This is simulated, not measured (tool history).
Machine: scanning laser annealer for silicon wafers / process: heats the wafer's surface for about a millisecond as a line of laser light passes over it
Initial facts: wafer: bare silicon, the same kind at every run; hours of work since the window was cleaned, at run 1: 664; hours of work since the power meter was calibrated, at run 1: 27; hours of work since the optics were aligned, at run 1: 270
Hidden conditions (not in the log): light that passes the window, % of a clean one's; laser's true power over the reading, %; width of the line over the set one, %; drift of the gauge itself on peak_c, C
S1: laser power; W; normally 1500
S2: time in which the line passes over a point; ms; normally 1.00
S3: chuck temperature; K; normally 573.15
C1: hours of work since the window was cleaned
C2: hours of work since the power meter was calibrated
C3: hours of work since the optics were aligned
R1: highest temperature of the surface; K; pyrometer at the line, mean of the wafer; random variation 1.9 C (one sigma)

run,day,S1,S2,S3,C1,C2,C3,R1
1,0.000,1500,1.00,573.15,664,27,270,1331.15
2,1.229,1500,1.00,573.15,682,45,288,1330.15
3,2.204,1500,0.74,573.15,697,60,302,1227.15
4,3.146,1500,0.74,573.15,710,74,316,1226.15
5,4.362,1500,0.74,573.15,728,92,334,1224.15
6,5.250,1500,0.74,573.15,742,105,347,1222.15
7,6.442,1418,0.74,573.15,759,122,365,1174.15
8,7.154,1418,0.74,573.15,770,133,375,1175.15
9,8.367,1418,0.74,573.15,788,151,393,1174.15
10,9.408,1418,0.74,573.15,803,166,409,1175.15
11,10.092,1500,1.00,573.15,813,176,419,1315.15
12,10.658,1500,1.00,573.15,822,185,427,1317.15
13,11.208,1500,1.00,573.15,830,193,435,1314.15
14,11.808,1500,1.00,573.15,839,202,444,1316.15
15,12.433,1500,0.86,572.15,848,211,453,1262.15
16,12.988,1500,0.86,572.15,856,219,462,1264.15
17,14.217,1550,0.86,574.15,874,237,480,1293.15
# day 14.796: window over the wafer cleaned
18,15.271,1550,0.86,574.15,7,252,494,1345.15
19,15.975,1550,0.86,574.15,17,262,505,1339.15
20,17.146,1327,0.77,574.15,35,279,522,1172.15
21,17.738,1561,0.77,574.15,43,288,531,1306.15
22,18.558,1501,1.09,574.15,56,300,543,1402.15
23,19.562,1501,1.12,547.15,70,315,558,1380.15
24,20.646,1434,0.74,583.15,86,331,574,1231.15
25,21.588,1468,0.90,592.15,100,345,587,1321.15
26,22.496,1468,1.01,596.15,114,359,601,1364.15
27,23.179,1521,1.01,546.15,124,369,611,1346.15
28,24.275,1451,1.00,538.15,140,385,627,1293.15

Alternative continuations, all from the tool just after run 28; predict every row:
A,25.271,1500,1.00,579.15,155,400,642,?
B,25.271,1463,1.06,583.15,155,400,642,?
C,25.271,1451,1.12,538.15,155,400,642,?
D,25.271,1451,1.00,544.15,155,400,642,?

run,R1
A,1361.15
B,1363.15
C,1332.15
D,1300.15
Take away the tool's hidden state, keep each run's random variation, and the runs would have read:
run,R1
A,1384.15
B,1386.15
C,1355.15
D,1322.15
